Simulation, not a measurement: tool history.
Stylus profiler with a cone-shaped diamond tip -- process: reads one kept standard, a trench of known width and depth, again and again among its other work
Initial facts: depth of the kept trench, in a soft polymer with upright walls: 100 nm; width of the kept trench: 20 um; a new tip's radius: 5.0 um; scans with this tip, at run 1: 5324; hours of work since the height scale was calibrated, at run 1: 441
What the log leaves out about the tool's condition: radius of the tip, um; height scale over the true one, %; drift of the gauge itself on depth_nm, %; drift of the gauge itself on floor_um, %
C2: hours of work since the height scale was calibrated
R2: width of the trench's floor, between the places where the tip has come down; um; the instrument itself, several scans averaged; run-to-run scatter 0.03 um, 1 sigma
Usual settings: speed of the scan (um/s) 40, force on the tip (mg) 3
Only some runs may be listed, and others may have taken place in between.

Run 1, day 0: usual settings; scans with this tip 5324; C2 441. Result: depth of the trench (nm) 101.25, R2 17.78 um.
Run 2, day 1.321: usual settings; scans with this tip 5588; C2 463. Result: depth of the trench (nm) 101.27, R2 17.81 um.
Run 3, day 2.792: usual settings but speed of the scan (um/s) 42; scans with this tip 5881; C2 487. Result: depth of the trench (nm) 101.25, R2 17.8 um.
Run 4, day 3.712: usual settings but speed of the scan (um/s) 42; scans with this tip 6065; C2 503. Result: depth of the trench (nm) 101.22, R2 17.8 um.
Run 5, day 5.604: usual settings but speed of the scan (um/s) 42; scans with this tip 6443; C2 534. Result: depth of the trench (nm) 101.24, R2 17.75 um.
Run 6, day 6.929: usual settings but speed of the scan (um/s) 42; scans with this tip 6707; C2 556. Result: depth of the trench (nm) 101.22, R2 17.73 um.
Run 7, day 7.883: usual settings but force on the tip (mg) 3.65; scans with this tip 6898; C2 572. Result: depth of the trench (nm) 101.51, R2 17.75 um.
Run 8, day 9.462: usual settings but force on the tip (mg) 3.65; scans with this tip 7213; C2 598. Result: depth of the trench (nm) 101.38, R2 17.79 um.
Run 9, day 10.45: usual settings but force on the tip (mg) 3.65; scans with this tip 7410; C2 614. Result: depth of the trench (nm) 101.44, R2 17.77 um.
Run 10, day 11.367: usual settings but force on the tip (mg) 3.65; scans with this tip 7594; C2 629. Result: depth of the trench (nm) 101.41, R2 17.75 um.
Run 11, day 12.354: usual settings but force on the tip (mg) 5.2; scans with this tip 7791; C2 646. Result: depth of the trench (nm) 101.87, R2 17.74 um.
Run 12, day 13.342: usual settings but force on the tip (mg) 6.22; scans with this tip 7988; C2 662. Result: depth of the trench (nm) 102.11, R2 17.73 um.
Run 13, day 14.696: usual settings but force on the tip (mg) 6.22; scans with this tip 8259; C2 684. Result: depth of the trench (nm) 102.11, R2 17.75 um.
Run 14, day 16.462: usual settings but force on the tip (mg) 6.22; scans with this tip 8611; C2 714. Result: depth of the trench (nm) 102.12, R2 17.71 um.
Run 15, day 17.712: usual settings but force on the tip (mg) 6.22; scans with this tip 8861; C2 734. Result: depth of the trench (nm) 102.08, R2 17.71 um.
Run 16, day 19.533: usual settings but force on the tip (mg) 6.28; scans with this tip 9224; C2 765. Result: depth of the trench (nm) 102.08, R2 17.76 um.
Run 17, day 20.646: usual settings but force on the tip (mg) 6.28; scans with this tip 9446; C2 783. Result: depth of the trench (nm) 102.11, R2 17.75 um.
Run 18, day 21.946: usual settings but force on the tip (mg) 6.28; scans with this tip 9706; C2 804. Result: depth of the trench (nm) 102.13, R2 17.75 um.
Run 19, day 23.196: usual settings but force on the tip (mg) 6.28; scans with this tip 9956; C2 825. Result: depth of the trench (nm) 102.04, R2 17.76 um.
Run 20, day 24.658: usual settings but force on the tip (mg) 6.28; scans with this tip 10248; C2 849. Result: depth of the trench (nm) 102.06, R2 17.76 um.
Run 21, day 25.846: usual settings but force on the tip (mg) 6.28; scans with this tip 10485; C2 869. Result: depth of the trench (nm) 102.02, R2 17.74 um.
Run 22, day 26.692: usual settings but force on the tip (mg) 6.28; scans with this tip 10654; C2 883. Result: depth of the trench (nm) 102.07, R2 17.72 um.
Run 23, day 27.612: usual settings but force on the tip (mg) 6.28; scans with this tip 10837; C2 898. Result: depth of the trench (nm) 102, R2 17.72 um.
Run 24, day 28.796: usual settings but speed of the scan (um/s) 56, force on the tip (mg) 1.43; scans with this tip 11074; C2 918. Result: depth of the trench (nm) 100.7, R2 17.57 um.
Run 25, day 29.762: usual settings but speed of the scan (um/s) 13, force on the tip (mg) 2.7; scans with this tip 11267; C2 934. Result: depth of the trench (nm) 101.08, R2 17.7 um.
Run 26, day 30.988: usual settings but speed of the scan (um/s) 13, force on the tip (mg) 2.7; scans with this tip 11512; C2 954. Result: depth of the trench (nm) 101.05, R2 17.75 um.
Run 27, day 32.612: usual settings but speed of the scan (um/s) 108, force on the tip (mg) 1.98; scans with this tip 11836; C2 981. Result: depth of the trench (nm) 100.86, R2 17.48 um.
Run 28, day 34.417: usual settings but speed of the scan (um/s) 119, force on the tip (mg) 7.1; scans with this tip 12197; C2 1011. Result: depth of the trench (nm) 102.25, R2 17.6 um.
Run 29, day 35.821: usual settings but speed of the scan (um/s) 70, force on the tip (mg) 3.03; scans with this tip 12477; C2 1034. Result: depth of the trench (nm) 101.13, R2 17.59 um.
Run 30, day 37.792: usual settings but speed of the scan (um/s) 11; scans with this tip 12870; C2 1067. Result: depth of the trench (nm) 101.14, R2 17.77 um.
Run 31, day 39.483: usual settings but speed of the scan (um/s) 43, force on the tip (mg) 4.72; scans with this tip 13208; C2 1095. Result: depth of the trench (nm) 101.67, R2 17.6 um.
Run 32, day 41.167: usual settings but speed of the scan (um/s) 43, force on the tip (mg) 4.72; scans with this tip 13544; C2 1123. Result: depth of the trench (nm) 101.61, R2 17.67 um.
Run 33, day 42.504: usual settings but speed of the scan (um/s) 43, force on the tip (mg) 4.72; scans with this tip 13812; C2 1145. Result: depth of the trench (nm) 101.61, R2 17.65 um.
Run 34, day 44.579: usual settings but speed of the scan (um/s) 55, force on the tip (mg) 1.66; scans with this tip 14226; C2 1179. Result: depth of the trench (nm) 100.63, R2 17.49 um.
Run 35, day 45.967: usual settings but speed of the scan (um/s) 55, force on the tip (mg) 1.66; scans with this tip 14503; C2 1202. Result: depth of the trench (nm) 100.67, R2 17.54 um.
Run 36, day 47.583: usual settings but speed of the scan (um/s) 55, force on the tip (mg) 1.66; scans with this tip 14826; C2 1229. Result: depth of the trench (nm) 100.59, R2 17.51 um.
Run 37, day 48.825: usual settings but speed of the scan (um/s) 114, force on the tip (mg) 1.13; scans with this tip 15074; C2 1249. Result: depth of the trench (nm) 100.42, R2 17.27 um.
Run 38, day 49.671: usual settings but speed of the scan (um/s) 77, force on the tip (mg) 1.13; scans with this tip 15243; C2 1263. Result: depth of the trench (nm) 100.42, R2 17.41 um.
Run 39, day 50.838: usual settings but speed of the scan (um/s) 77, force on the tip (mg) 2.1; scans with this tip 15476; C2 1283. Result: depth of the trench (nm) 100.78, R2 17.51 um.
Run 40, day 51.829: usual settings but speed of the scan (um/s) 77, force on the tip (mg) 2.1; scans with this tip 15673; C2 1299. Result: depth of the trench (nm) 100.81, R2 17.44 um.
Run 41, day 52.821: usual settings but speed of the scan (um/s) 50, force on the tip (mg) 2.13; scans with this tip 15872; C2 1316. Result: depth of the trench (nm) 100.8, R2 17.59 um.
Run 42, day 53.875: usual settings but speed of the scan (um/s) 11, force on the tip (mg) 1.25; scans with this tip 16082; C2 1333. Result: depth of the trench (nm) 100.42, R2 17.57 um.
Run 43, day 55.179: usual settings but speed of the scan (um/s) 20, force on the tip (mg) 2.28; scans with this tip 16342; C2 1355. Result: depth of the trench (nm) 100.86, R2 17.65 um.
Run 44, day 56.217: usual settings but speed of the scan (um/s) 20, force on the tip (mg) 2.28; scans with this tip 16549; C2 1372. Result: depth of the trench (nm) 100.84, R2 17.65 um.
Run 45, day 57.154: usual settings but speed of the scan (um/s) 20, force on the tip (mg) 2.28; scans with this tip 16737; C2 1387. Result: depth of the trench (nm) 100.8, R2 17.63 um.
Run 46, day 59.004: usual settings but speed of the scan (um/s) 15, force on the tip (mg) 4.23; scans with this tip 17107; C2 1418. Result: depth of the trench (nm) 101.41, R2 17.68 um.

A few steps of depth of the trench (nm) between consecutive runs. Split each: what settings, incoming material and random variation would produce without the hidden state, and what is left over for the hidden state, along with gauge scatter present in only one of the two compared results (measured, and without hidden state):
Run 1 -> 2: settings left as they were, no log entry in between. depth of the trench (nm) +0.02: hidden state -0.01, all else +0.03.
Run 16 -> 17: settings left as they were, no log entry in between. depth of the trench (nm) +0.03: hidden state -0.02, all else +0.05.
Run 23 -> 24: speed of the scan (um/s) 40 -> 56, force on the tip (mg) 6.28 -> 1.43. depth of the trench (nm) -1.3: hidden state +0, all else -1.3.
Run 27 -> 28: speed of the scan (um/s) 108 -> 119, force on the tip (mg) 1.98 -> 7.1. depth of the trench (nm) +1.39: hidden state +0, all else +1.39.
Run 28 -> 29: speed of the scan (um/s) 119 -> 70, force on the tip (mg) 7.1 -> 3.03. depth of the trench (nm) -1.12: hidden state +0, all else -1.12.
Run 30 -> 31: speed of the scan (um/s) 11 -> 43, force on the tip (mg) 3 -> 4.72. depth of the trench (nm) +0.53: hidden state -0.02, all else +0.55.

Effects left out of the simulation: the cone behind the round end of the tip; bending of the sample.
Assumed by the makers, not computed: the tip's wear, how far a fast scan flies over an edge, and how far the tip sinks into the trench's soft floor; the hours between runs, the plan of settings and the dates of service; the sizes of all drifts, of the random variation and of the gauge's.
